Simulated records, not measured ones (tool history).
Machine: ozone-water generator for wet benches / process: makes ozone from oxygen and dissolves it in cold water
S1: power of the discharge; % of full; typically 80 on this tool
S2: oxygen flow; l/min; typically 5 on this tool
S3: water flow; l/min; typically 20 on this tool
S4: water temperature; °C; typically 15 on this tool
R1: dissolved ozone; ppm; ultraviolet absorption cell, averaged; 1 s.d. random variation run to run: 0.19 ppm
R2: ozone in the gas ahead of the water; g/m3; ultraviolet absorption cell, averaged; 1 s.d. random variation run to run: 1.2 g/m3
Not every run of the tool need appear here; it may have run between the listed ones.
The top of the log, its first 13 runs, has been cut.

run 14 hour=849.6 | S1=80 S2=2.95 S3=20 S4=15 | R1=27.9 R2=306.1
run 15 hour=929.9 | S1=80 S2=2.95 S3=20 S4=15 | R1=27.7 R2=304.2
run 16 hour=981.5 | S1=80 S2=2.95 S3=20 S4=15 | R1=28.3 R2=306.8
run 17 hour=1062.9 | S1=80 S2=5 S3=20 S4=15 | R1=27.5 R2=213.6
run 18 hour=1153.9 | S1=89 S2=5 S3=12 S4=8 | R1=47.3 R2=232.1
run 19 hour=1232 | S1=43 S2=5.58 S3=20 S4=18 | R1=15.3 R2=116.6
run 20 hour=1289.5 | S1=80 S2=2.54 S3=20 S4=15 | R1=28 R2=331.9
run 21 hour=1334.9 | S1=80 S2=2.54 S3=20 S4=15 | R1=27.5 R2=335.4
run 22 hour=1423.4 | S1=80 S2=4.6 S3=20 S4=16 | R1=27.3 R2=224.7
-- hour=1440.1 gauge calibrated
run 23 hour=1483 | S1=80 S2=4.6 S3=20 S4=16 | R1=27.3 R2=230.6
run 24 hour=1531.6 | S1=79 S2=4.6 S3=20 S4=17 | R1=26.8 R2=227.2
run 25 hour=1584.6 | S1=79 S2=4.6 S3=20 S4=17 | R1=26.5 R2=227.7
run 26 hour=1659.8 | S1=64 S2=4.6 S3=20 S4=17 | R1=22.1 R2=190.8
run 27 hour=1745.7 | S1=64 S2=4.6 S3=20 S4=17 | R1=22.3 R2=189.6
run 28 hour=1817.4 | S1=91 S2=6.63 S3=28 S4=9 | R1=24.7 R2=197.9
run 29 hour=1910.6 | S1=91 S2=6.63 S3=28 S4=9 | R1=24.8 R2=198.1
run 30 hour=1984.9 | S1=83 S2=7.61 S3=20 S4=8 | R1=29.7 R2=167.6
run 31 hour=2080.8 | S1=50 S2=4.06 S3=21 S4=8 | R1=19.1 R2=166.3
run 32 hour=2127.4 | S1=50 S2=4.06 S3=21 S4=8 | R1=19.6 R2=164.9
run 33 hour=2185.8 | S1=50 S2=2.95 S3=21 S4=16 | R1=17.8 R2=204.2

Predict each of these 4 candidate next runs independently; none follows another, all start after run 33:
run A hour=2244.2 | S1=66 S2=5 S3=20 S4=14 | R1=? R2=?
run B hour=2244.2 | S1=80 S2=2.89 S3=18 S4=13 | R1=? R2=?
run C hour=2244.2 | S1=50 S2=2.95 S3=23 S4=16 | R1=? R2=?
run D hour=2244.2 | S1=70 S2=2.95 S3=21 S4=12 | R1=? R2=?

run=A R1=23.6 R2=183.1
run=B R1=31.1 R2=309.6
run=C R1=16.4 R2=205.3
run=D R1=24.8 R2=271.6
Stripped of hidden state, with their random variation kept, the same runs would have yielded:
run=A R1=23.6 R2=186.3
run=B R1=31.1 R2=315.2
run=C R1=16.4 R2=208.9
run=D R1=24.9 R2=276.4
